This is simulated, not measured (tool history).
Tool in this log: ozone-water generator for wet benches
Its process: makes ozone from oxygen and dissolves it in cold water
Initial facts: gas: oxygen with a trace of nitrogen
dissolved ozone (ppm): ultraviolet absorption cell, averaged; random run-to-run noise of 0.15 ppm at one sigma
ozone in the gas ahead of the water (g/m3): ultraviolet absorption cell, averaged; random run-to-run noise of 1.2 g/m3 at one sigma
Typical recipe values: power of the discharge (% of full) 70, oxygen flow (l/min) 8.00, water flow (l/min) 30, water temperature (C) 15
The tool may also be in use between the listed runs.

run	hour	power of the discharge (% of full)	oxygen flow (l/min)	water flow (l/min)	water temperature (C)	dissolved ozone (ppm)	ozone in the gas ahead of the water (g/m3)
1	0.0	70	8.00	30	15	18.5	217.3
2	82.1	70	8.00	30	15	18.5	216.7
3	159.8	70	8.00	30	15	18.4	217.6
4	210.6	70	8.00	30	15	18.4	218.7
5	254.1	70	8.00	30	15	18.4	220.5
6	312.7	70	8.00	30	15	18.3	219.5
7	414.4	70	8.00	30	22	16.4	220.2
8	499.2	70	8.00	30	22	16.5	220.9
9	554.5	70	8.00	30	22	16.5	221.0
10	625.9	70	8.00	30	22	16.5	221.2
11	728.9	70	8.00	30	22	16.6	223.4
12	777.2	86	8.00	30	15	21.9	268.0
13	854.5	74	9.41	24	21	20.9	209.7
14	952.5	89	10.14	45	13	14.6	227.8
15	1014.0	80	10.14	48	11	12.7	208.9
16	1109.8	90	8.00	44	15	14.8	270.2
17	1155.9	70	8.00	36	15	15.3	221.7
18	1213.4	70	8.00	36	15	15.0	219.9
19	1282.8	70	8.00	36	15	15.0	219.4
20	1372.3	50	11.51	47	22	7.2	128.6
21	1448.2	50	11.51	47	11	8.6	128.7
22	1539.4	50	11.51	47	11	8.6	130.4
23	1616.3	87	5.14	29	20	22.1	356.8
24	1719.1	93	11.10	22	9	32.9	228.5

Missing from the log above: 2 entries noted between runs. For each, name the pair of listed runs it sits between and say how the tool's hidden condition differs from the listed run just before to the listed run just after:
In the gap between runs 13 and 14: water thermometer calibrated (hour 924.4); gauge calibrated (hour 952.5)
  true water temperature over the reading, C: 0.01 -> 0; drift of the gauge itself on gas_g_m3, %: 2.64 -> 0
  what was measured, less what the result would be without the hidden state, ozone in the gas ahead of the water (g/m3): +5.1 -> -0.4
